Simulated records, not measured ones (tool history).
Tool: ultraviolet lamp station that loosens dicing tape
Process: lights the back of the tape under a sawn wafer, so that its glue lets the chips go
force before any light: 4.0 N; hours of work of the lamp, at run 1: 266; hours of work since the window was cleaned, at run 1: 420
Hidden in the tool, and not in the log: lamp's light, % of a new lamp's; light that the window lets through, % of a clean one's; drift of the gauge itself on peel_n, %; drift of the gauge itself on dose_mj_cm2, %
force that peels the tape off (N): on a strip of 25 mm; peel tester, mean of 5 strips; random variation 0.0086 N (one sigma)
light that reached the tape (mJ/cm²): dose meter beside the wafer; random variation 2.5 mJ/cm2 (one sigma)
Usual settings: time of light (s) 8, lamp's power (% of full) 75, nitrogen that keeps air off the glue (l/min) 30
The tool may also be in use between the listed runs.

run	hour	time of light (s)	lamp's power (% of full)	nitrogen that keeps air off the glue (l/min)	hours of work of the lamp	hours of work since the window was cleaned	force that peels the tape off (N)	light that reached the tape (mJ/cm²)
1	0	8	75	30	266	420	0.48	236
2	65.6	8	75	30	300	454	0.516	232
3	114.6	8	75	30	326	479	0.514	224
4	195	8	75	30	367	521	0.536	222
5	264.1	8	75	30	403	557	0.539	213
# hour 289.3: window cleaned of glue's vapour
6	324.8	8	75	30	434	18	0.527	220
7	377.9	8	75	30	462	46	0.556	214
8	417.7	8	75	20	483	67	0.661	207
9	489.6	8	75	30	520	104	0.602	203
10	547.7	8	75	30	550	134	0.643	198
11	599.5	8	75	30	577	161	0.671	194
12	658.9	8	75	30	608	192	0.693	190
# hour 736.1: lamp changed
13	744.6	8	75	30	4	236	0.361	283
14	812.8	8	75	30	40	271	0.365	277
15	856.7	5	75	43	63	294	0.688	170
16	920.2	5	75	43	96	327	0.708	163
17	1008.6	5	96	43	142	373	0.513	205
18	1060.8	6	78	13	169	400	0.896	202
19	1109.9	6	78	13	194	426	0.955	190
20	1168.9	6	78	13	225	456	0.912	190
21	1236.6	8	81	42	260	492	0.371	252
22	1276.8	8	72	19	281	512	0.619	222
23	1351.7	11	98	13	320	551	0.305	409
# hour 1387.4: window cleaned of glue's vapour
24	1429.4	11	98	13	360	22	0.287	413
25	1518	11	95	14	406	68	0.33	379
26	1574	11	95	14	435	97	0.342	370

Some steps in force that peels the tape off (N) between neighbouring runs. How much of each would the tool show without its hidden state too (settings, what came in, random variation), and how much is left for the hidden state, with any gauge scatter that isn't in both results?
Run 12 -> 13: lamp changed. force that peels the tape off (N) -0.332: hidden state -0.326, all else -0.006.
Run 17 -> 18: time of light (s) 5 -> 6, lamp's power (% of full) 96 -> 78, nitrogen that keeps air off the glue (l/min) 43 -> 13. force that peels the tape off (N) +0.383: hidden state +0.071, all else +0.312.
Run 20 -> 21: time of light (s) 6 -> 8, lamp's power (% of full) 78 -> 81, nitrogen that keeps air off the glue (l/min) 13 -> 42. force that peels the tape off (N) -0.541: hidden state -0.112, all else -0.429.
